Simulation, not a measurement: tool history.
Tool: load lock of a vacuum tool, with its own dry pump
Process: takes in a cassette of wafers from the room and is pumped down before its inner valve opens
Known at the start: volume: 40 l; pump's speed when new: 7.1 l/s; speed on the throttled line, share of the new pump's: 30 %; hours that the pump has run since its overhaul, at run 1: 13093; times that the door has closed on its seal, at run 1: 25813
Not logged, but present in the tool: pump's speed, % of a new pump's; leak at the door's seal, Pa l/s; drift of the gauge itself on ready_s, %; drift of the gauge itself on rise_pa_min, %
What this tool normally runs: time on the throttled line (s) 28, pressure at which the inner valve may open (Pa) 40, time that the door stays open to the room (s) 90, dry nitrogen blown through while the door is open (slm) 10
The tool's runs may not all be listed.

run	hour	time on the throttled line (s)	pressure at which the inner valve may open (Pa)	time that the door stays open to the room (s)	dry nitrogen blown through while the door is open (slm)	hours that the pump has run since its overhaul	times that the door has closed on its seal	incoming humidity of the room's air, %	time from the closed door until the inner valve may open (s)	rise of the pressure with all valves shut (Pa/min)
1	0	28	40	90	10	13093	25813	43.7	69.1	0.163
2	426	28	40	90	10	13519	26362	46.9	70.8	0.175
3	920	28	40	90	10	14013	26999	47.8	70.9	0.184
4	1485.7	28	40	90	10	14578	27728	44.9	69.9	0.182
5	1753.8	28	40	90	10	14846	28074	42.4	70.7	0.18
6	2210.8	28	40	26	10	15303	28663	44.3	70.6	0.159
7	2779.4	28	40	90	37	15872	29396	43.8	71.1	0.174
8	3048.6	28	40	90	37	16141	29742	44	71.1	0.162
9	3296.7	28	40	90	37	16389	30062	44.5	71.7	0.173
10	3754.3	28	40	90	12	16847	30652	45.2	72	0.202
11	4024.4	42	40	90	10	17117	31000	47.6	81.7	0.21
12	4558.1	42	45	90	10	17651	31688	45.2	80.2	0.211
13	4994.2	42	45	90	10	18087	32250	43.3	79.2	0.211
14	5476.5	42	45	90	10	18569	32871	46.8	81.6	0.221
15	5890	21	40	90	10	18983	33404	49.6	67.9	0.232
16	6353.8	28	45	90	10	19446	34002	42.5	72.2	0.229
17	6608.1	28	73	90	10	19701	34330	45.4	68.7	0.235
18	6853	28	40	43	10	19946	34645	47.2	74	0.215
# hour 6928.6: dry pump taken out, an overhauled one fitted
19	7434	28	40	43	10	505	35386	45.8	64	0.228
20	7690.3	28	41	43	8	762	35717	43.2	63.2	0.226
21	8100.1	28	29	127	10	1171	36245	46.6	66.2	0.266
22	8406.6	28	29	127	10	1478	36640	42.7	65.1	0.265
23	8712.3	28	41	90	10	1784	37034	46.4	64.8	0.258
# hour 8786.7: door's seal changed, seat wiped
24	8997.3	19	74	117	42	2067	271	48.3	55.7	0.035
25	9463.6	28	41	171	10	2533	872	43.8	64.5	0.077
26	10039.8	28	41	171	10	3110	1615	43.7	64.2	0.084
27	10447.4	28	41	171	10	3517	2140	41.9	65	0.081
28	10900.1	28	51	171	32	3970	2723	46.2	63.3	0.056
29	11196.5	28	51	171	32	4266	3105	45.2	64.4	0.057
30	11479	14	40	90	7	4549	3469	46.9	56.4	0.067
31	12013.2	28	37	90	10	5083	4158	47.4	66.2	0.069
32	12423.8	26	57	93	10	5494	4687	45	62.2	0.069
33	12791.6	26	57	93	10	5861	5161	43.6	63.4	0.061
34	13260.9	26	57	93	10	6331	5766	47.3	63.6	0.07
35	13684.7	26	57	93	10	6755	6312	45.7	63.2	0.076
36	14240.7	38	40	39	28	7311	7029	43.2	73.9	0.035
37	14632.5	38	40	39	28	7702	7534	44.7	73.9	0.047

What if the next run were any one of these 3? Each begins from the tool's condition after run 37:
A	15014.1	28	40	108	10	8084	8025	45.3	?	?
B	15014.1	38	40	194	22	8084	8025	43.5	?	?
C	15014.1	17	34	39	39	8084	8025	43.2	?	?

run	time from the closed door until the inner valve may open (s)	rise of the pressure with all valves shut (Pa/min)
A	67	0.087
B	74.4	0.079
C	61	0.036
Take away the tool's hidden state, keep each run's random variation, and the runs would have read:
run	time from the closed door until the inner valve may open (s)	rise of the pressure with all valves shut (Pa/min)
A	63.8	0.068
B	71.4	0.06
C	57.4	0.017
